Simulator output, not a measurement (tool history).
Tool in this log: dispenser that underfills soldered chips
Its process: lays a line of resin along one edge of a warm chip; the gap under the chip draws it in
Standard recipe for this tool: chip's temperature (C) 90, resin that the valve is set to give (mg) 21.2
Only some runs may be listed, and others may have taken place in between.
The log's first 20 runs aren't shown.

| run | hour | chip's temperature (C) | resin that the valve is set to give (mg) | time until the resin shows at the far edge (s) | resin that the valve gave (mg) |
|---|---|---|---|---|---|
|  | 212.0 | new syringe of resin |
| 21 | 221.4 | 92 | 20.9 | 115.3 | 20.07 |
|  | 223.3 | new syringe of resin |
| 22 | 233.5 | 100 | 19.0 | 85.8 | 17.99 |
|  | 234.7 | new syringe of resin |
|  | 245.9 | new syringe of resin |
| 23 | 246.4 | 100 | 19.0 | 53.2 | 18.15 |
| 24 | 254.6 | 100 | 19.0 | 81.4 | 18.06 |
|  | 256.7 | new syringe of resin |
| 25 | 263.8 | 105 | 21.5 | 57.8 | 20.25 |
|  | 267.6 | new syringe of resin |
| 26 | 277.8 | 105 | 21.5 | 67.9 | 19.86 |
|  | 279.3 | new syringe of resin |
| 27 | 285.0 | 105 | 21.5 | 53.2 | 19.85 |
|  | 291.2 | new syringe of resin |
| 28 | 295.6 | 85 | 22.4 | 118.4 | 20.60 |
|  | 302.1 | new syringe of resin |
| 29 | 304.2 | 85 | 22.4 | 107.2 | 20.35 |
| 30 | 312.5 | 85 | 22.4 | 168.2 | 20.53 |
|  | 313.5 | new syringe of resin |
| 31 | 323.1 | 99 | 27.3 | 82.0 | 24.76 |
|  | 324.8 | new syringe of resin |
|  | 334.1 | dispensing valve cleaned and set on the balance |
| 32 | 334.1 | 95 | 20.3 | 92.9 | 20.28 |
|  | 337.3 | new syringe of resin |
| 33 | 346.9 | 81 | 18.6 | 197.3 | 18.54 |
|  | 349.1 | new syringe of resin |
|  | 360.0 | new syringe of resin |
| 34 | 361.3 | 91 | 18.6 | 81.9 | 18.09 |
|  | 370.9 | new syringe of resin |
| 35 | 373.5 | 79 | 22.7 | 144.4 | 22.05 |

Forecast each of these 3 alternatives for the next run:
| A | 380.6 | 76 | 23.9 | ? | ? |
| B | 380.6 | 89 | 21.7 | ? | ? |
| C | 380.6 | 79 | 21.4 | ? | ? |

| run | time until the resin shows at the far edge (s) | resin that the valve gave (mg) |
|---|---|---|
| A | 240.3 | 23.25 |
| B | 131.9 | 21.41 |
| C | 208.2 | 20.83 |
The same runs, with their run-to-run variation unchanged, on a tool lacking any hidden condition would have given:
| run | time until the resin shows at the far edge (s) | resin that the valve gave (mg) |
|---|---|---|
| A | 132.1 | 23.82 |
| B | 72.8 | 21.93 |
| C | 114.2 | 21.34 |
